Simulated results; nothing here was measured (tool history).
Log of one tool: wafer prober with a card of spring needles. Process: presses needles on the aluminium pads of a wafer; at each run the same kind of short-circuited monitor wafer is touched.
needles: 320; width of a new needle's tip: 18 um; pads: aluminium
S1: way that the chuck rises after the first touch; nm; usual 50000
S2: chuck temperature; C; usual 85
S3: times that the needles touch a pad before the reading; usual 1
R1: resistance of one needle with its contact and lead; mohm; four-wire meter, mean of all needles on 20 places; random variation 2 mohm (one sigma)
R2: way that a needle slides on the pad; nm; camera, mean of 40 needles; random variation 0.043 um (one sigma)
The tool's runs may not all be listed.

run	day	S1	S2	S3	R1	R2
1	0	50000	85	1	701	12220
# day 0.542: tips cleaned on abrasive film
2	0.55	50000	85	1	323	12190
3	0.9	50000	85	1	840	12210
# day 1.242: height of the first contact set anew
# day 1.288: tips cleaned on abrasive film
4	1.675	50000	85	1	812	12650
# day 2.025: tips cleaned on abrasive film
5	2.183	50000	85	1	533	12610
6	2.683	50000	85	1	996	12600
# day 2.746: tips cleaned on abrasive film
7	3.133	50000	85	1	826	12620
# day 3.475: tips cleaned on abrasive film
8	3.912	50000	85	1	867	12670
# day 4.238: tips cleaned on abrasive film
9	4.379	50000	85	1	520	12590
# day 5.004: tips cleaned on abrasive film
10	5.225	50000	85	1	624	12540
# day 5.738: tips cleaned on abrasive film
11	5.817	50000	85	1	431	12560
12	6.433	50000	85	1	1068	12470
# day 6.479: tips cleaned on abrasive film
# day 7.233: tips cleaned on abrasive film
13	7.233	68000	85	1	252	16990
14	7.825	50000	97	1	961	12440
# day 7.979: tips cleaned on abrasive film
15	8.496	50000	97	1	929	12480
# day 8.738: tips cleaned on abrasive film
16	9.25	50000	85	1	966	12540
# day 9.512: tips cleaned on abrasive film
17	9.679	50000	85	1	548	12350
# day 10.258: tips cleaned on abrasive film
18	10.308	50000	85	1	363	12320
# day 10.975: tips cleaned on abrasive film
19	11.075	50000	85	1	510	12290
# day 11.692: tips cleaned on abrasive film
20	11.846	50000	85	1	591	12310
21	12.258	50000	85	1	1032	12380
# day 12.471: tips cleaned on abrasive film
22	13.092	50000	30	1	1114	12330
# day 13.208: tips cleaned on abrasive film
23	13.829	39000	85	2	1091	9470
# day 13.971: tips cleaned on abrasive film
24	14.438	46000	58	1	1134	11260
# day 14.712: tips cleaned on abrasive film
25	15.267	60000	48	1	793	14700
# day 15.429: tips cleaned on abrasive film
26	15.846	52000	66	1	915	12770
# day 16.204: tips cleaned on abrasive film
27	16.392	52000	66	1	615	12700
# day 16.979: tips cleaned on abrasive film
28	17.079	50000	61	3	335	12100
29	17.433	67000	100	1	636	16500
# day 17.721: tips cleaned on abrasive film
30	17.958	34000	40	1	1504	7980
# day 18.175: height of the first contact set anew
# day 18.462: tips cleaned on abrasive film
31	18.462	39000	40	1	290	9920
# day 19.179: tips cleaned on abrasive film
32	19.179	39000	106	1	300	9800
33	19.842	48000	72	3	549	12060

4 ways to go on from here, each from the tool as it stands after run 33. What would each give?
# day 19.917: tips cleaned on abrasive film
# day 20.638: tips cleaned on abrasive film
A	20.638	34000	72	3	?	?
# day 19.917: tips cleaned on abrasive film
# day 20.638: tips cleaned on abrasive film
B	20.638	34000	99	1	?	?
# day 19.917: tips cleaned on abrasive film
# day 20.638: tips cleaned on abrasive film
C	20.638	45000	85	1	?	?
# day 19.917: tips cleaned on abrasive film
# day 20.638: tips cleaned on abrasive film
D	20.638	50000	66	2	?	?

run	R1	R2
A	270	8570
B	319	8590
C	269	11370
D	233	12590
Without the tool's hidden state the same runs would have given:
run	R1	R2
A	232	8680
B	236	8700
C	218	11480
D	205	12700

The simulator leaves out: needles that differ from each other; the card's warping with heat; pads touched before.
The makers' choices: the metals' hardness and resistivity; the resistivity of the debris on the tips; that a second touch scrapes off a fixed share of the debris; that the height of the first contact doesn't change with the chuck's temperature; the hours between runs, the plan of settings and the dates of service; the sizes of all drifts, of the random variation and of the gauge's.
